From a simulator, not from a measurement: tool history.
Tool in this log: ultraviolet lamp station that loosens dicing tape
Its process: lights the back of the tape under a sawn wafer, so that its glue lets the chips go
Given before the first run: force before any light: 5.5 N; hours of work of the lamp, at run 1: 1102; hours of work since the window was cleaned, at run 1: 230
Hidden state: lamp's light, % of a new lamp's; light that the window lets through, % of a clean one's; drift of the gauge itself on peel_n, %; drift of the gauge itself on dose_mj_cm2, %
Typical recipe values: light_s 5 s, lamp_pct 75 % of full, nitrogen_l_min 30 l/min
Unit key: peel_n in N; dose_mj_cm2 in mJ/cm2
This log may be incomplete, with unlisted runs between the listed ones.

run,hour,light_s,lamp_pct,nitrogen_l_min,hours of work of the lamp,hours of work since the window was cleaned,peel_n,dose_mj_cm2
1,0.0,5,75,30,1102,230,0.260,259
2,59.1,5,75,30,1134,261,0.283,257
3,132.1,5,75,30,1173,301,0.270,260
4,227.4,5,75,30,1225,352,0.264,260
5,298.6,5,75,30,1263,390,0.276,259
6,387.3,5,98,34,1311,438,0.178,342
7,443.9,5,79,20,1341,468,0.329,277
8,511.0,5,79,16,1377,505,0.401,274
9,595.7,2,66,24,1423,550,1.725,94
10,688.9,3,62,16,1473,600,1.368,131

Below are 4 alternative next runs, each starting from the tool's condition after run 10. Predict each:
A,753.0,4,60,58,1507,635,?,?
B,753.0,4,66,54,1507,635,?,?
C,753.0,3,84,16,1507,635,?,?
D,753.0,3,68,15,1507,635,?,?

run,peel_n,dose_mj_cm2
A,0.416,167
B,0.351,180
C,0.882,176
D,1.234,141
Take away the tool's hidden state, keep each run's random variation, and the runs would have read:
run,peel_n,dose_mj_cm2
A,0.414,168
B,0.349,180
C,0.879,176
D,1.231,141
